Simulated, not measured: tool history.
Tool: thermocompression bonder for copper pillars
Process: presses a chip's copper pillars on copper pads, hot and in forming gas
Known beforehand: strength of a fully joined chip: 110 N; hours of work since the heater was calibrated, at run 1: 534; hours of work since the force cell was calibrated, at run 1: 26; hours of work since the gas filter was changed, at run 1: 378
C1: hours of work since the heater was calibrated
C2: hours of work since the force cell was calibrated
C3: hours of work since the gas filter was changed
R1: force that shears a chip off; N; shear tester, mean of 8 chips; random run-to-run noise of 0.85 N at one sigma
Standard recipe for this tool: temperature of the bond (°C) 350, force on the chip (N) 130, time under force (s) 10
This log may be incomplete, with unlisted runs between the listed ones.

run 1 hour=0 | temperature_of_the_bond_(°C)=350 force_on_the_chip_(N)=130 time_under_force_(s)=10 | C1=534 C2=26 C3=378 | R1=67.4
run 2 hour=7 | temperature_of_the_bond_(°C)=350 force_on_the_chip_(N)=130 time_under_force_(s)=10 | C1=537 C2=29 C3=381 | R1=68
run 3 hour=15.9 | temperature_of_the_bond_(°C)=350 force_on_the_chip_(N)=130 time_under_force_(s)=27 | C1=541 C2=33 C3=385 | R1=87.4
run 4 hour=22.6 | temperature_of_the_bond_(°C)=350 force_on_the_chip_(N)=130 time_under_force_(s)=27 | C1=544 C2=36 C3=388 | R1=90.1
run 5 hour=35.4 | temperature_of_the_bond_(°C)=350 force_on_the_chip_(N)=130 time_under_force_(s)=10 | C1=550 C2=41 C3=394 | R1=68.9
run 6 hour=47.1 | temperature_of_the_bond_(°C)=350 force_on_the_chip_(N)=130 time_under_force_(s)=10 | C1=555 C2=46 C3=399 | R1=69
run 7 hour=58.8 | temperature_of_the_bond_(°C)=350 force_on_the_chip_(N)=130 time_under_force_(s)=10 | C1=560 C2=52 C3=404 | R1=70.4
run 8 hour=71.1 | temperature_of_the_bond_(°C)=350 force_on_the_chip_(N)=130 time_under_force_(s)=10 | C1=565 C2=57 C3=410 | R1=69.5
run 9 hour=82.2 | temperature_of_the_bond_(°C)=350 force_on_the_chip_(N)=130 time_under_force_(s)=10 | C1=570 C2=62 C3=415 | R1=68
run 10 hour=91 | temperature_of_the_bond_(°C)=350 force_on_the_chip_(N)=130 time_under_force_(s)=10 | C1=574 C2=66 C3=419 | R1=68.2
run 11 hour=101 | temperature_of_the_bond_(°C)=350 force_on_the_chip_(N)=130 time_under_force_(s)=9 | C1=579 C2=70 C3=423 | R1=65.4
run 12 hour=113.9 | temperature_of_the_bond_(°C)=350 force_on_the_chip_(N)=130 time_under_force_(s)=9 | C1=584 C2=76 C3=429 | R1=67.5
run 13 hour=121.1 | temperature_of_the_bond_(°C)=350 force_on_the_chip_(N)=130 time_under_force_(s)=10 | C1=587 C2=79 C3=432 | R1=68.7
run 14 hour=133.5 | temperature_of_the_bond_(°C)=321 force_on_the_chip_(N)=130 time_under_force_(s)=10 | C1=593 C2=84 C3=437 | R1=56.1
run 15 hour=140.1 | temperature_of_the_bond_(°C)=350 force_on_the_chip_(N)=91 time_under_force_(s)=10 | C1=596 C2=87 C3=440 | R1=53.2
run 16 hour=150.3 | temperature_of_the_bond_(°C)=350 force_on_the_chip_(N)=111 time_under_force_(s)=10 | C1=600 C2=92 C3=445 | R1=60.8
-- hour=156.8 heater calibrated with a thermocouple chip
-- hour=161.8 forming gas filter changed
run 17 hour=162.7 | temperature_of_the_bond_(°C)=350 force_on_the_chip_(N)=111 time_under_force_(s)=10 | C1=2 C2=96 C3=0 | R1=60.8
run 18 hour=172.7 | temperature_of_the_bond_(°C)=350 force_on_the_chip_(N)=130 time_under_force_(s)=10 | C1=7 C2=101 C3=5 | R1=68.2
run 19 hour=178.3 | temperature_of_the_bond_(°C)=350 force_on_the_chip_(N)=178 time_under_force_(s)=11 | C1=9 C2=103 C3=7 | R1=83.6

What does the tool deliver on the next run?
run 20 hour=185.2 | temperature_of_the_bond_(°C)=350 force_on_the_chip_(N)=130 time_under_force_(s)=7 | C1=12 C2=106 C3=10 | R1=?

R1: 60.8 N
On a tool with no hidden condition, and with the same random variation, this run would have come out at R1 60.9 N.
